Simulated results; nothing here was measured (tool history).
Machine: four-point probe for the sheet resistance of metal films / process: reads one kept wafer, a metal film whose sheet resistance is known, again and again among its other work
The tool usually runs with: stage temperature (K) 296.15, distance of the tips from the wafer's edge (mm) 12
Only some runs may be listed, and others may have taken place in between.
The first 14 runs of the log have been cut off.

run   hour  stage temperature (K)  distance of the tips from the wafer's edge (mm)  touches since the probe head was changed  hours of work since the stage's thermometer was calibrated  sheet resistance as the instrument gives it (ohm/square)
 15  188.1                 296.15                                                6                                     12553                                                        1118                                                  0.896876
 16  203.0                 296.15                                                6                                     12791                                                        1129                                                  0.896653
 17  212.4                 296.15                                                6                                     12941                                                        1136                                                  0.897071
 18  223.7                 296.15                                                6                                     13120                                                        1145                                                  0.896793
 19  232.4                 292.15                                               12                                     13258                                                        1152                                                  0.893728
 20  244.9                 292.15                                               12                                     13457                                                        1162                                                  0.893980
 21  255.7                 292.15                                               12                                     13630                                                        1170                                                  0.894296
 22  273.9                 304.15                                                4                                     13920                                                        1184                                                  0.900993
 23  292.4                 304.15                                                4                                     14214                                                        1198                                                  0.900990
 24  303.9                 293.15                                               17                                     14397                                                        1207                                                  0.892558
 25  320.4                 292.15                                               47                                     14660                                                        1220                                                  0.892639
 26  332.7                 296.15                                                3                                     14855                                                        1230                                                  0.912518
 27  345.0                 296.15                                                3                                     15052                                                        1239                                                  0.912508
 28  353.9                 301.15                                                3                                     15193                                                        1246                                                  0.910833

Run 29 has not been measured yet. What should we expect?
 29  371.9                 291.15                                               61                                     15480                                                        1260                                                         ?

sheet resistance as the instrument gives it (ohm/square): 0.892925
The same run, on a tool lacking any hidden state, would have yielded sheet resistance as the instrument gives it (ohm/square) 0.892397.
